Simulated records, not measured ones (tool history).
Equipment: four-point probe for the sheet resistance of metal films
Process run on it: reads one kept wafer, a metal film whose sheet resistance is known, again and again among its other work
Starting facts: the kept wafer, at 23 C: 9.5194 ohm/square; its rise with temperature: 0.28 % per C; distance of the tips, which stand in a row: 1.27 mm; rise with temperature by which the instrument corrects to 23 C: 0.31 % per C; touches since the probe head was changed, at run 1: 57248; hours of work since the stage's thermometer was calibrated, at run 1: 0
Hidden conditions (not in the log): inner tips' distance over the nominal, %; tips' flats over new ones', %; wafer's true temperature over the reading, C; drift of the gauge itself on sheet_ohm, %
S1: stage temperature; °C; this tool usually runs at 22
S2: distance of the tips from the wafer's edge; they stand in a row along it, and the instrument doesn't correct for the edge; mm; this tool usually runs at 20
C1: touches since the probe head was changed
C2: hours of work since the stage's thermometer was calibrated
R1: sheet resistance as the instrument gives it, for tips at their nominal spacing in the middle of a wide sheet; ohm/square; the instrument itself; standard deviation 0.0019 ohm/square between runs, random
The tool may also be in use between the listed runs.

run      day  S1  S2      C1    C2         R1
  1        0  22  20   57248     0   9.537749
  2    3.338  22  20   58338    44   9.539634
  3    7.512  22  11   59703    99   9.585691
  4   11.042  22  20   60854   146   9.536493
  5   16.971  22  20   62791   225   9.538602
  6   21.508  22  20   64274   285   9.545333
  7   27.346  23  20   66180   362   9.537813
  8   30.446  23  20   67194   403   9.540643
  9   33.054  22  20   68046   437   9.543823
 10   38.275  22  56   69751   506   9.529784
 11   41.675  22  20   70861   551   9.543633
 12   45.754  26  20   72193   605   9.535525
 13   48.317  26  20   73031   639   9.531753
 14   51.104  18  20   73942   676   9.561803
 15   55.046  22   3   75230   728  10.360341
 16     59.9  23  20   76815   793   9.541659
 17   65.817  22  16   78747   871   9.563595
 18   68.533  22  20   79635   907   9.550645
 19   74.629  22  20   81626   988   9.548272
      75.079  -- stage's thermometer calibrated
 20   80.746  22   5   83618    75   9.856577
      84.138  -- stage's thermometer calibrated, once more
 21   86.438  22   5   85470    30   9.848037
 22   92.358  22   5   87404   109   9.848043
 23   95.167  22   5   88321   146   9.846973
 24  100.208  22   5   89968   213   9.850885
 25  102.988  18  51   90875   249   9.545779
 26  107.896  18  51   92479   314   9.546183
 27    113.5  23   6   94310   389    9.75267
 28  117.525  20  12   95625   442   9.599579
 29  121.933  27  12   97065   500   9.573632
 30  125.625  26  10   98270   549   9.603964
 31  131.729  21   6  100265   630   9.762835
 32  134.675  21   6  101227   669   9.762742
 33  139.108  22   5  102675   727   9.858749
 34    143.3  22   5  104045   783   9.857098
 35  148.446  24  20  105725   851   9.553233
 36  151.958  24  20  106872   897   9.551762
 37  155.942  24   4  108174   950  10.020389
 38  159.121  24   4  109213   992  10.020699
 39  164.588  29   4  110998  1065  10.006657
 40  169.946  29   4  112748  1135  10.006907
 41  172.638  27  11  113628  1171     9.5944
 42  178.479  22  19  115536  1248   9.569084
 43  184.017  31  43  117344  1322   9.515868
 44  188.875  35  11  118932  1386   9.570743

Measured minus without-hidden-state, run by run (identical run-to-run variation in each term; gauge scatter may differ):
run         R1
  1  -0.005283
  2   -0.00469
  3     -0.004
  4  -0.003396
  5  -0.002396
  6  -0.001626
  7  -0.000621
  8  -0.000077
  9  +0.000371
 10   +0.00127
 11  +0.001866
 12  +0.002576
 13  +0.003006
 14  +0.003614
 15  +0.004593
 16   +0.00499
 17  +0.006015
 18  +0.006485
 19  +0.007537
 20  +0.012068
 21  +0.004722
 22  +0.005762
 23  +0.006296
 24   +0.00719
 25  +0.007488
 26  +0.008307
 27  +0.009405
 28  +0.010004
 29   +0.01061
 30  +0.011254
 31  +0.012491
 32  +0.013034
 33  +0.013925
 34   +0.01465
 35  +0.015062
 36  +0.015655
 37  +0.017053
 38  +0.017605
 39  +0.018554
 40  +0.019535
 41  +0.019267
 42  +0.020285
 43  +0.020909
 44  +0.021832

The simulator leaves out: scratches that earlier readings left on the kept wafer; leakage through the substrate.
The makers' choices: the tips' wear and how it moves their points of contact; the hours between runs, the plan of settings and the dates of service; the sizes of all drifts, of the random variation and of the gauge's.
